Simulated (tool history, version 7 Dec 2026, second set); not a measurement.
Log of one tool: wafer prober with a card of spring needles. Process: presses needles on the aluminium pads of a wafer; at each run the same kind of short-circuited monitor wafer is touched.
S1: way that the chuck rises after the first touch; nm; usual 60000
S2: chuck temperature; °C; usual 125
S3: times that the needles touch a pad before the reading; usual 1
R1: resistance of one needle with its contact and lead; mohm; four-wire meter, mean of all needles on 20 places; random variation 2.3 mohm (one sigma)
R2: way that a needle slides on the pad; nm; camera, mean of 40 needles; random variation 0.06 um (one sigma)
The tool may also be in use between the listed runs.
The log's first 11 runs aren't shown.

run	hour	S1	S2	S3	R1	R2
# hour 86.6: tips cleaned on abrasive film
12	86.9	60000	31	1	231	9480
# hour 96.7: tips cleaned on abrasive film
13	97.8	60000	31	1	229	9520
# hour 106.4: tips cleaned on abrasive film
14	106.9	60000	125	1	257	9460
15	112.6	60000	125	1	258	9460
# hour 116.5: tips cleaned on abrasive film
16	123.4	60000	125	1	258	9540
# hour 126.7: tips cleaned on abrasive film
17	130.3	42000	39	2	249	6690
18	135.5	42000	39	2	243	6640
# hour 136.4: tips cleaned on abrasive film
19	144.7	42000	91	2	259	6630
# hour 146.3: tips cleaned on abrasive film
20	155.2	42000	91	2	264	6630
# hour 156.2: tips cleaned on abrasive film
21	160.8	74000	55	3	233	11640
# hour 166.3: tips cleaned on abrasive film
22	171.8	75000	55	1	236	11840
# hour 175.9: tips cleaned on abrasive film
23	179.5	75000	36	3	230	11910
# hour 185.7: tips cleaned on abrasive film
24	186.4	75000	36	3	229	11870
# hour 196.3: tips cleaned on abrasive film
25	199.3	61000	36	3	237	9570
# hour 206.1: tips cleaned on abrasive film
26	210.3	70000	36	3	231	10960
# hour 216.1: tips cleaned on abrasive film
27	218.5	70000	36	3	229	11080
28	224.6	70000	87	3	245	11010
# hour 226.2: tips cleaned on abrasive film
29	230.7	76000	125	2	250	11970
# hour 236.1: tips cleaned on abrasive film
30	237.4	76000	75	1	237	12100
# hour 246.1: tips cleaned on abrasive film
31	246.9	52000	29	2	237	8140
32	254.9	60000	58	1	240	9490

Forecast each of these 4 alternatives for the next run:
# hour 256.0: tips cleaned on abrasive film
A	263.9	60000	58	1	?	?
# hour 256.0: tips cleaned on abrasive film
B	263.9	60000	48	2	?	?
# hour 256.0: tips cleaned on abrasive film
C	263.9	72000	54	3	?	?
# hour 256.0: tips cleaned on abrasive film
D	263.9	71000	51	1	?	?

run	R1	R2
A	242	9500
B	236	9440
C	235	11280
D	233	11220
Without the tool's hidden state the same runs would have given:
run	R1	R2
A	242	9500
B	236	9450
C	235	11290
D	233	11230
